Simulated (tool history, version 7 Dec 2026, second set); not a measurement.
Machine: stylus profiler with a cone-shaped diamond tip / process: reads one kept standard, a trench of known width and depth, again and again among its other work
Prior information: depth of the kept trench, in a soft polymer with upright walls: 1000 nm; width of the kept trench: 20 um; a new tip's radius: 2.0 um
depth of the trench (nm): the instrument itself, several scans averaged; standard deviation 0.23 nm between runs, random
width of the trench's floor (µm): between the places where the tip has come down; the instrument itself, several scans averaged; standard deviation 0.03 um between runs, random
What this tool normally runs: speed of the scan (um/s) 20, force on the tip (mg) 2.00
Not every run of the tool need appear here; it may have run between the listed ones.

| run | hour | speed of the scan (um/s) | force on the tip (mg) | depth of the trench (nm) | width of the trench's floor (µm) |
|---|---|---|---|---|---|
| 1 | 0.0 | 20 | 2.00 | 1011.54 | 13.86 |
| 2 | 27.0 | 20 | 2.00 | 1012.10 | 13.86 |
| 3 | 69.1 | 20 | 2.00 | 1011.72 | 13.83 |
| 4 | 101.1 | 20 | 2.00 | 1011.59 | 13.74 |
| 5 | 123.8 | 20 | 2.00 | 1012.27 | 13.77 |
|  | 138.1 | new tip fitted, height scale calibrated |
| 6 | 178.1 | 24 | 2.00 | 1012.16 | 16.36 |
| 7 | 228.8 | 24 | 2.00 | 1012.14 | 16.23 |
| 8 | 253.4 | 27 | 2.00 | 1012.23 | 16.16 |
| 9 | 299.3 | 27 | 2.00 | 1012.23 | 16.12 |
| 10 | 341.6 | 20 | 2.00 | 1012.04 | 15.99 |
| 11 | 380.6 | 20 | 2.00 | 1012.44 | 15.97 |
| 12 | 425.3 | 20 | 2.00 | 1012.79 | 15.93 |
| 13 | 456.5 | 34 | 2.00 | 1012.78 | 15.82 |
| 14 | 495.6 | 34 | 2.00 | 1013.12 | 15.72 |
| 15 | 520.1 | 34 | 2.00 | 1013.32 | 15.73 |
| 16 | 552.5 | 6 | 2.00 | 1012.53 | 15.75 |
| 17 | 586.2 | 6 | 2.00 | 1012.78 | 15.70 |
| 18 | 617.3 | 20 | 2.00 | 1013.29 | 15.56 |
| 19 | 662.7 | 20 | 2.00 | 1013.46 | 15.55 |
|  | 667.8 | height scale calibrated on a step standard |
| 20 | 700.3 | 20 | 2.00 | 1015.10 | 15.48 |
| 21 | 736.2 | 20 | 2.00 | 1014.83 | 15.46 |
| 22 | 762.3 | 20 | 2.00 | 1014.74 | 15.33 |
| 23 | 797.2 | 13 | 2.80 | 1017.53 | 15.35 |
|  | 802.4 | height scale calibrated on a step standard, once more |
| 24 | 824.3 | 13 | 2.80 | 1014.55 | 15.31 |
| 25 | 872.2 | 17 | 3.04 | 1015.10 | 15.24 |
| 26 | 910.3 | 58 | 1.01 | 1007.47 | 15.01 |
| 27 | 951.9 | 58 | 1.01 | 1007.49 | 14.98 |
| 28 | 1000.8 | 5 | 1.95 | 1011.59 | 15.06 |
| 29 | 1030.4 | 5 | 0.98 | 1007.81 | 15.04 |
| 30 | 1074.3 | 5 | 0.98 | 1007.88 | 14.95 |
| 31 | 1119.3 | 15 | 3.08 | 1015.79 | 14.87 |
| 32 | 1147.9 | 26 | 2.00 | 1012.23 | 14.84 |
| 33 | 1192.2 | 7 | 1.28 | 1009.76 | 14.81 |
| 34 | 1230.5 | 7 | 1.28 | 1009.96 | 14.74 |
| 35 | 1254.4 | 5 | 2.55 | 1014.88 | 14.77 |
| 36 | 1294.0 | 36 | 1.84 | 1012.33 | 14.64 |
| 37 | 1321.8 | 36 | 1.84 | 1012.26 | 14.55 |
| 38 | 1363.9 | 76 | 2.22 | 1013.72 | 14.45 |
| 39 | 1413.3 | 34 | 2.50 | 1015.28 | 14.49 |
| 40 | 1449.5 | 57 | 3.23 | 1017.63 | 14.38 |
| 41 | 1484.5 | 5 | 3.23 | 1017.70 | 14.45 |
| 42 | 1517.0 | 5 | 3.23 | 1017.77 | 14.41 |
| 43 | 1547.4 | 5 | 3.23 | 1018.01 | 14.34 |

Each row is a separate what-if for the run after 43, all from the same tool condition, not one after another. Results?
| A | 1584.6 | 16 | 1.31 | ? | ? |
| B | 1584.6 | 10 | 4.81 | ? | ? |
| C | 1584.6 | 7 | 0.75 | ? | ? |
| D | 1584.6 | 20 | 3.73 | ? | ? |

| run | depth of the trench (nm) | width of the trench's floor (µm) |
|---|---|---|
| A | 1010.89 | 14.31 |
| B | 1023.57 | 14.37 |
| C | 1008.59 | 14.35 |
| D | 1019.51 | 14.27 |
What these runs would have given with no unlogged condition in the tool:
| run | depth of the trench (nm) | width of the trench's floor (µm) |
|---|---|---|
| A | 1008.40 | 16.51 |
| B | 1021.06 | 16.57 |
| C | 1006.11 | 16.55 |
| D | 1017.00 | 16.47 |
